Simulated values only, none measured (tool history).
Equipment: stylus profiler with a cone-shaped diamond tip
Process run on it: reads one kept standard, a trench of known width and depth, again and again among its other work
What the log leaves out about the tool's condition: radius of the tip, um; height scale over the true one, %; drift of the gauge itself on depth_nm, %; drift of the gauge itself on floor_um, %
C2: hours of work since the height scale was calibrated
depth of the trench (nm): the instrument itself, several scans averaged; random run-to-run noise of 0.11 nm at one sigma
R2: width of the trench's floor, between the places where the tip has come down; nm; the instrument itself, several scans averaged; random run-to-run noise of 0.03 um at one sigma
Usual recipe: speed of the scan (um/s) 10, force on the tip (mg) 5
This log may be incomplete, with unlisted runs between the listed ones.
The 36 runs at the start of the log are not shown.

{"run": 37, "hour": 1177.6, "speed of the scan (um/s)": 7, "force on the tip (mg)": 2.73, "scans with this tip": 2913, "C2": 675, "depth of the trench (nm)": 201.36, "R2": 17840}
{"run": 38, "hour": 1203.7, "speed of the scan (um/s)": 13, "force on the tip (mg)": 3, "scans with this tip": 2976, "C2": 690, "depth of the trench (nm)": 201.41, "R2": 17840}
{"run": 39, "hour": 1244.3, "speed of the scan (um/s)": 25, "force on the tip (mg)": 5, "scans with this tip": 3075, "C2": 713, "depth of the trench (nm)": 202.48, "R2": 17780}
{"run": 40, "hour": 1285.5, "speed of the scan (um/s)": 30, "force on the tip (mg)": 6.5, "scans with this tip": 3175, "C2": 736, "depth of the trench (nm)": 202.82, "R2": 17770}
{"run": 41, "hour": 1304.4, "speed of the scan (um/s)": 7, "force on the tip (mg)": 2.47, "scans with this tip": 3221, "C2": 747, "depth of the trench (nm)": 201.26, "R2": 17840}
{"run": 42, "hour": 1335.3, "speed of the scan (um/s)": 7, "force on the tip (mg)": 2.47, "scans with this tip": 3296, "C2": 764, "depth of the trench (nm)": 201.15, "R2": 17860}
{"run": 43, "hour": 1358.1, "speed of the scan (um/s)": 17, "force on the tip (mg)": 5.86, "scans with this tip": 3351, "C2": 777, "depth of the trench (nm)": 202.49, "R2": 17790}
{"run": 44, "hour": 1399.9, "speed of the scan (um/s)": 17, "force on the tip (mg)": 5.86, "scans with this tip": 3453, "C2": 801, "depth of the trench (nm)": 202.45, "R2": 17910}
{"run": 45, "hour": 1428.1, "speed of the scan (um/s)": 4, "force on the tip (mg)": 4.65, "scans with this tip": 3521, "C2": 817, "depth of the trench (nm)": 202.17, "R2": 17790}
{"run": 46, "hour": 1453.0, "speed of the scan (um/s)": 12, "force on the tip (mg)": 5, "scans with this tip": 3582, "C2": 831, "depth of the trench (nm)": 202.02, "R2": 17820}
{"run": 47, "hour": 1490.9, "speed of the scan (um/s)": 19, "force on the tip (mg)": 14.97, "scans with this tip": 3674, "C2": 852, "depth of the trench (nm)": 205.55, "R2": 17820}

Predict each of these 4 candidate next runs independently; none follows another, all start after run 47:
{"run": "A", "hour": 1534.3, "speed of the scan (um/s)": 7, "force on the tip (mg)": 5, "scans with this tip": 3779, "C2": 876, "depth of the trench (nm)": "?", "R2": "?"}
{"run": "B", "hour": 1534.3, "speed of the scan (um/s)": 2, "force on the tip (mg)": 14.97, "scans with this tip": 3779, "C2": 876, "depth of the trench (nm)": "?", "R2": "?"}
{"run": "C", "hour": 1534.3, "speed of the scan (um/s)": 4, "force on the tip (mg)": 2.36, "scans with this tip": 3779, "C2": 876, "depth of the trench (nm)": "?", "R2": "?"}
{"run": "D", "hour": 1534.3, "speed of the scan (um/s)": 5, "force on the tip (mg)": 5, "scans with this tip": 3779, "C2": 876, "depth of the trench (nm)": "?", "R2": "?"}

run=A depth_of_the_trench_(nm)=202.15 R2=17810
run=B depth_of_the_trench_(nm)=205.54 R2=17800
run=C depth_of_the_trench_(nm)=200.91 R2=17880
run=D depth_of_the_trench_(nm)=202.26 R2=17840
Stripped of hidden state, with their random variation kept, the same runs would have yielded:
run=A depth_of_the_trench_(nm)=203.02 R2=18010
run=B depth_of_the_trench_(nm)=206.42 R2=18000
run=C depth_of_the_trench_(nm)=201.78 R2=18080
run=D depth_of_the_trench_(nm)=203.13 R2=18040

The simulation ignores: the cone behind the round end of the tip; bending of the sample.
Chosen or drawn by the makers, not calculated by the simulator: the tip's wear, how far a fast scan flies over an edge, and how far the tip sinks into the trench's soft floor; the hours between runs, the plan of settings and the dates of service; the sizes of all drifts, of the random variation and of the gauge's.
